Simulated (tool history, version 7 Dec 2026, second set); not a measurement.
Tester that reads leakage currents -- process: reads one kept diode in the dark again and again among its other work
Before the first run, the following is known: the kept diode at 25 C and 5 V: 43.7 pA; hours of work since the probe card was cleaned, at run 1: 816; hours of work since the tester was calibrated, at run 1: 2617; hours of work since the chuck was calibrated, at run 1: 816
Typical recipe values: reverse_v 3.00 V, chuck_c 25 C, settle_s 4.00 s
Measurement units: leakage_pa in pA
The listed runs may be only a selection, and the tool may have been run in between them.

run,hour,reverse_v,chuck_c,settle_s,hours of work since the probe card was cleaned,hours of work since the tester was calibrated,hours of work since the chuck was calibrated,leakage_pa
1,0.0,3.00,25,4.00,816,2617,816,33.53
2,116.1,15.18,25,4.00,885,2687,885,79.26
3,290.7,15.18,25,0.40,989,2791,989,80.34
4,482.2,15.18,25,0.40,1103,2905,1103,80.28
5,736.5,15.18,25,0.40,1255,3056,1255,80.39
6,880.2,15.18,25,0.40,1340,3142,1340,80.25
7,1143.5,15.18,25,0.40,1497,3298,1497,80.79
8,1330.2,15.18,25,0.40,1608,3410,1608,80.40
9,1446.8,15.18,25,0.40,1678,3479,1678,80.15
10,1647.7,3.00,25,2.63,1797,3599,1797,33.65
11,1832.6,2.62,25,4.00,1908,3709,1908,31.11
12,1951.3,2.62,25,4.00,1978,3779,1978,31.33
13,2212.7,2.62,25,4.00,2134,3935,2134,31.21
14,2347.4,2.62,25,4.00,2214,4015,2214,31.29
# hour 2426.6: chuck's temperature calibrated
15,2558.8,2.62,25,4.00,2339,4140,79,31.28
16,2705.4,3.00,25,4.00,2426,4227,166,33.52
17,2963.8,3.00,25,4.00,2580,4381,320,33.71
18,3078.2,4.48,25,4.00,2648,4449,388,41.56
19,3252.5,6.19,41,4.00,2752,4553,492,207.33
20,3475.3,6.19,41,4.00,2885,4686,625,205.88
21,3671.4,6.19,41,4.00,3001,4803,741,204.95
22,3865.9,6.19,41,4.00,3117,4918,857,205.85
23,4069.5,1.91,45,6.15,3238,5040,978,155.44
24,4234.8,1.91,45,6.15,3337,5138,1077,154.64
# hour 4334.4: probe card cleaned and baked
# hour 4349.4: tester calibrated
25,4424.8,1.91,45,6.15,53,45,1187,155.06
26,4553.7,1.91,45,6.15,129,122,1264,155.05
27,4806.8,11.60,22,0.38,280,272,1414,52.77
28,5064.7,11.60,22,0.38,434,426,1568,52.65
29,5194.2,4.01,22,0.41,511,503,1645,29.81
30,5384.6,2.66,43,8.02,624,616,1759,156.12
31,5549.2,2.66,43,8.02,722,714,1857,156.25
32,5762.6,2.66,43,8.02,849,842,1984,157.10
33,5957.2,3.00,25,0.80,965,957,2100,33.77
34,6212.6,3.00,25,0.80,1117,1110,2252,33.65
# hour 6235.7: chuck's temperature calibrated
35,6439.1,7.75,34,1.75,1251,1243,121,126.07
36,6637.3,1.77,25,4.00,1369,1361,239,25.34

For each entry between runs, how does the tool's hidden state at the last listed run before it compare with that at the first listed run after it?
Runs 14 to 15: chuck's temperature calibrated (hour 2426.6)
  stray current of the dirty probe card, pA a volt: 0.025 -> 0.026; true chuck temperature over the reading, C: 0.01 -> 0
  measured less the result without the state, leakage_pa: +0.04 -> +0.01 pA
Runs 24 to 25: probe card cleaned and baked (hour 4334.4); tester calibrated (hour 4349.4)
  stray current of the dirty probe card, pA a volt: 0.028 -> 0.02
  measured less the result without the state, leakage_pa: +0.07 -> +0.05 pA
Runs 34 to 35: chuck's temperature calibrated (hour 6235.7)
  true chuck temperature over the reading, C: 0.01 -> 0
  measured less the result without the state, leakage_pa: +0.04 -> +0.03 pA
